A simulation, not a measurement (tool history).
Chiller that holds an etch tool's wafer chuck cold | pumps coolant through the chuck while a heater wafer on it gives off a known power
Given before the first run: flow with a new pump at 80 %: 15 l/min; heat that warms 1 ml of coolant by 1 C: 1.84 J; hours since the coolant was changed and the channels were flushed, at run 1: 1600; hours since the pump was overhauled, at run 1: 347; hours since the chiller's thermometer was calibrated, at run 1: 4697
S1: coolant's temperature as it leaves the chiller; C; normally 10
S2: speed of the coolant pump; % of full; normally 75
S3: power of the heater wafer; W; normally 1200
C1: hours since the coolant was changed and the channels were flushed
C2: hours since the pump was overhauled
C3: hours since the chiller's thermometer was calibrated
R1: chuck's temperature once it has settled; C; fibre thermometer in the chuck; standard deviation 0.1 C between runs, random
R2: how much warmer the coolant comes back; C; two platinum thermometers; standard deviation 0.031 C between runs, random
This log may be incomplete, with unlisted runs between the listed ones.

Run 1, day 0: usual settings; C1 1600; C2 347; C3 4697. Result: R1 23.1 C, R2 2.83 C.
Run 2, day 1.983: usual settings but S3 1005 W; C1 1647; C2 394; C3 4744. Result: R1 21.3 C, R2 2.37 C.
Run 3, day 3.642: usual settings but S3 1005 W; C1 1687; C2 434; C3 4784. Result: R1 21.1 C, R2 2.39 C.
Run 4, day 5.733: usual settings but S3 1005 W; C1 1737; C2 484; C3 4834. Result: R1 21.4 C, R2 2.4 C.
Run 5, day 7.779: usual settings but S3 1005 W; C1 1787; C2 534; C3 4883. Result: R1 21.3 C, R2 2.38 C.
Run 6, day 9.112: usual settings but S3 1005 W; C1 1818; C2 565; C3 4915. Result: R1 21.2 C, R2 2.36 C.
Run 7, day 10.8: usual settings; C1 1859; C2 606; C3 4956. Result: R1 23.3 C, R2 2.78 C.
Run 8, day 12.175: usual settings; C1 1892; C2 639; C3 4989. Result: R1 23.5 C, R2 2.81 C.
Run 9, day 13.425: usual settings; C1 1922; C2 669; C3 5019. Result: R1 23.5 C, R2 2.84 C.
Run 10, day 15.696: usual settings but S2 97 % of full; C1 1977; C2 724; C3 5073. Result: R1 21.4 C, R2 2.16 C.
Run 11, day 17.167: usual settings but S2 97 % of full; C1 2012; C2 759; C3 5109. Result: R1 21.3 C, R2 2.18 C.
Run 12, day 18.875: usual settings but S3 1787 W; C1 2053; C2 800; C3 5150. Result: R1 30 C, R2 4.22 C.
Run 13, day 20.321: usual settings; C1 2087; C2 834; C3 5184. Result: R1 23.7 C, R2 2.84 C.
Run 14, day 21.533: usual settings; C1 2117; C2 864; C3 5213. Result: R1 23.4 C, R2 2.81 C.
Run 15, day 23.325: usual settings but S2 67 % of full; C1 2160; C2 907; C3 5256. Result: R1 24.5 C, R2 3.17 C.
At day 24.683: chiller's thermometer calibrated.
Run 16, day 24.804: usual settings but S2 67 % of full; C1 2194; C2 941; C3 3. Result: R1 24 C, R2 3.19 C.
Run 17, day 26.058: usual settings but S1 2 C, S2 96 % of full, S3 638 W; C1 2224; C2 971; C3 33. Result: R1 7.9 C, R2 1.2 C.
Run 18, day 27.8: usual settings but S1 3 C, S2 72 % of full, S3 856 W; C1 2266; C2 1013; C3 75. Result: R1 12.5 C, R2 2.09 C.
Run 19, day 30.092: usual settings but S1 17 C, S2 99 % of full, S3 980 W; C1 2321; C2 1068; C3 130. Result: R1 25.8 C, R2 1.77 C.
Run 20, day 31.638: usual settings but S1 8 C, S2 68 % of full, S3 980 W; C1 2358; C2 1105; C3 167. Result: R1 19.5 C, R2 2.59 C.
Run 21, day 33.304: usual settings but S1 8 C, S2 68 % of full, S3 980 W; C1 2398; C2 1145; C3 207. Result: R1 19.4 C, R2 2.6 C.
Run 22, day 35.5: usual settings but S1 8 C, S2 68 % of full, S3 980 W; C1 2451; C2 1198; C3 260. Result: R1 19.4 C, R2 2.58 C.
Run 23, day 36.542: usual settings but S1 8 C, S2 68 % of full, S3 980 W; C1 2476; C2 1223; C3 285. Result: R1 19.6 C, R2 2.59 C.
Run 24, day 38.383: usual settings but S1 8 C, S2 68 % of full, S3 980 W; C1 2520; C2 1267; C3 329. Result: R1 19.5 C, R2 2.6 C.
Run 25, day 40.875: usual settings but S3 849 W; C1 2580; C2 1327; C3 389. Result: R1 19.3 C, R2 2.14 C.
Run 26, day 42.375: usual settings but S2 64 % of full, S3 849 W; C1 2616; C2 1363; C3 425. Result: R1 20.2 C, R2 2.42 C.
Run 27, day 43.488: usual settings but S2 72 % of full; C1 2643; C2 1390; C3 451. Result: R1 23.5 C, R2 2.98 C.
Run 28, day 45.804: usual settings but S2 72 % of full; C1 2698; C2 1445; C3 507. Result: R1 23.8 C, R2 2.98 C.
Run 29, day 47.65: usual settings but S2 72 % of full; C1 2742; C2 1489; C3 551. Result: R1 23.5 C, R2 2.94 C.

For run 30, what comes out?
Run 30, day 48.954: usual settings but S1 19 C, S2 66 % of full, S3 1531 W; C1 2774; C2 1521; C3 582. Result: R1 ?, R2 ?.

R1: 37.2 C
R2: 4.17 C
The same run, on a tool lacking any hidden state, would have yielded R1 36.1 C, R2 4.05 C.

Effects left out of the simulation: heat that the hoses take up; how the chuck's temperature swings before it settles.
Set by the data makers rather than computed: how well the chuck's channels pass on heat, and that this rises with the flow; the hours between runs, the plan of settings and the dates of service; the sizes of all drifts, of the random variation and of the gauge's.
